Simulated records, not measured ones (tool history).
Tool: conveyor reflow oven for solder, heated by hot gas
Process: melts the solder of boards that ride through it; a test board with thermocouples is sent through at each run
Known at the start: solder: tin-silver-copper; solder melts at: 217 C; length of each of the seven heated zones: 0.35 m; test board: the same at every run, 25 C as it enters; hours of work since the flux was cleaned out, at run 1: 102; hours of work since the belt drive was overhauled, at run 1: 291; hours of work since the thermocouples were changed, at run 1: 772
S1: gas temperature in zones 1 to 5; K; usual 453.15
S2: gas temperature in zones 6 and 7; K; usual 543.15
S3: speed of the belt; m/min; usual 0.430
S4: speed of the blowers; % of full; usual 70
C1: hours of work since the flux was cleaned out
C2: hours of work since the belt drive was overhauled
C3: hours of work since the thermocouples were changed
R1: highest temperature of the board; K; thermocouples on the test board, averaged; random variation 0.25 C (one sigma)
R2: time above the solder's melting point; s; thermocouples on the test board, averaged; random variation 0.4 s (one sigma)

run,hour,S1,S2,S3,S4,C1,C2,C3,R1,R2
1,0.0,453.15,543.15,0.430,70,102,291,772,532.05,83.0
2,14.6,453.15,543.15,0.430,70,109,298,779,532.25,82.6
3,29.5,453.15,543.15,0.430,63,117,305,786,530.35,80.6
4,42.4,453.15,543.15,0.430,63,123,311,792,530.55,81.2
5,56.1,453.15,543.15,0.430,70,130,318,799,532.35,82.2
6,66.1,453.15,543.15,0.430,70,134,323,804,531.75,82.7
7,79.4,453.15,543.15,0.430,70,141,329,810,532.15,82.7
8,93.2,463.15,543.15,0.430,70,148,336,817,532.85,88.7
# hour 98.2: belt drive overhauled, speed set with a stopwatch
9,107.3,453.15,543.15,0.407,70,152,4,822,533.45,89.9
10,114.7,453.15,543.15,0.407,70,156,8,825,533.35,88.7
11,121.4,439.15,554.15,0.354,76,159,11,828,547.05,105.9
# hour 132.2: belt drive overhauled, speed set with a stopwatch, once more
12,133.1,449.15,531.15,0.430,76,163,0,832,521.25,71.4
13,145.5,449.15,537.15,0.430,78,169,6,838,526.55,75.8
14,155.2,449.15,537.15,0.430,78,174,11,843,526.35,75.5
15,166.8,449.15,537.15,0.430,78,179,17,849,526.65,76.6
16,176.9,449.15,551.15,0.430,78,184,22,853,539.05,84.9
17,190.2,466.15,542.15,0.428,64,191,28,860,531.65,88.4
18,199.5,453.15,552.15,0.399,70,195,33,864,541.45,95.4
19,210.0,453.15,550.15,0.347,70,200,38,870,543.35,111.3
20,220.3,453.15,555.15,0.347,63,205,43,874,546.65,113.0

Forecast each of these 4 alternatives for the next run:
A,232.8,453.15,543.15,0.430,69,211,49,881,?,?
B,232.8,452.15,555.15,0.421,63,211,49,881,?,?
C,232.8,457.15,543.15,0.430,60,211,49,881,?,?
D,232.8,451.15,553.15,0.347,76,211,49,881,?,?

run,R1,R2
A,531.05,80.8
B,540.65,89.0
C,529.75,80.4
D,546.45,112.0
Without the tool's hidden state the same runs would have given:
run,R1,R2
A,530.65,81.1
B,540.25,89.0
C,529.25,80.6
D,545.65,111.8
